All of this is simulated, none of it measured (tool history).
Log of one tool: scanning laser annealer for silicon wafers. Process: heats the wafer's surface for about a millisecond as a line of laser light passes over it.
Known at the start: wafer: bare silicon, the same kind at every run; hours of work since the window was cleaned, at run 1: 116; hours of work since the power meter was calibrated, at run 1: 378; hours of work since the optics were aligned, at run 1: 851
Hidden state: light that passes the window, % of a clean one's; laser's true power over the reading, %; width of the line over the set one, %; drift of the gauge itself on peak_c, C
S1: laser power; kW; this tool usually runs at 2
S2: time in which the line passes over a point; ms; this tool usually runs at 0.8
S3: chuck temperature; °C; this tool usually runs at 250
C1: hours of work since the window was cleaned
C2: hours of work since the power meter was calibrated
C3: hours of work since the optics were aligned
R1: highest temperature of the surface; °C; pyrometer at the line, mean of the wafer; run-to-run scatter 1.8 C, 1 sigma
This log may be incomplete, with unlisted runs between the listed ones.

run 1 hour=0 | S1=2 S2=0.8 S3=250 | C1=116 C2=378 C3=851 | R1=923
run 2 hour=20.7 | S1=2 S2=0.8 S3=240 | C1=126 C2=388 C3=861 | R1=911
run 3 hour=33 | S1=2 S2=0.8 S3=240 | C1=132 C2=394 C3=867 | R1=913
run 4 hour=56.6 | S1=2 S2=0.8 S3=240 | C1=144 C2=406 C3=879 | R1=907
run 5 hour=80.8 | S1=2.117 S2=0.8 S3=240 | C1=155 C2=418 C3=890 | R1=959
run 6 hour=104.9 | S1=2.117 S2=0.8 S3=240 | C1=167 C2=429 C3=902 | R1=957
run 7 hour=127.1 | S1=2.117 S2=0.8 S3=240 | C1=178 C2=440 C3=913 | R1=953
run 8 hour=138.5 | S1=2.175 S2=0.641 S3=231 | C1=184 C2=446 C3=918 | R1=906
run 9 hour=150.5 | S1=2.172 S2=0.663 S3=270 | C1=189 C2=452 C3=924 | R1=950
run 10 hour=165 | S1=2 S2=0.708 S3=250 | C1=196 C2=459 C3=931 | R1=881
run 11 hour=182.3 | S1=2 S2=0.708 S3=250 | C1=205 C2=467 C3=940 | R1=880
run 12 hour=207.9 | S1=2.159 S2=0.602 S3=250 | C1=217 C2=480 C3=952 | R1=898
run 13 hour=220.9 | S1=2.159 S2=0.602 S3=250 | C1=224 C2=486 C3=959 | R1=896

Consider 4 possible next runs. They are alternatives, not a sequence: every one starts from the tool as it was left by run 13. What does each give?
run A hour=241.4 | S1=1.965 S2=0.8 S3=250 | C1=234 C2=496 C3=969 | R1=?
run B hour=241.4 | S1=1.818 S2=0.696 S3=233 | C1=234 C2=496 C3=969 | R1=?
run C hour=241.4 | S1=2.159 S2=0.727 S3=250 | C1=234 C2=496 C3=969 | R1=?
run D hour=241.4 | S1=1.785 S2=0.602 S3=250 | C1=234 C2=496 C3=969 | R1=?

run=A R1=897
run=B R1=788
run=C R1=953
run=D R1=761
Take away the tool's hidden state, keep each run's random variation, and the runs would have read:
run=A R1=938
run=B R1=823
run=C R1=998
run=D R1=793

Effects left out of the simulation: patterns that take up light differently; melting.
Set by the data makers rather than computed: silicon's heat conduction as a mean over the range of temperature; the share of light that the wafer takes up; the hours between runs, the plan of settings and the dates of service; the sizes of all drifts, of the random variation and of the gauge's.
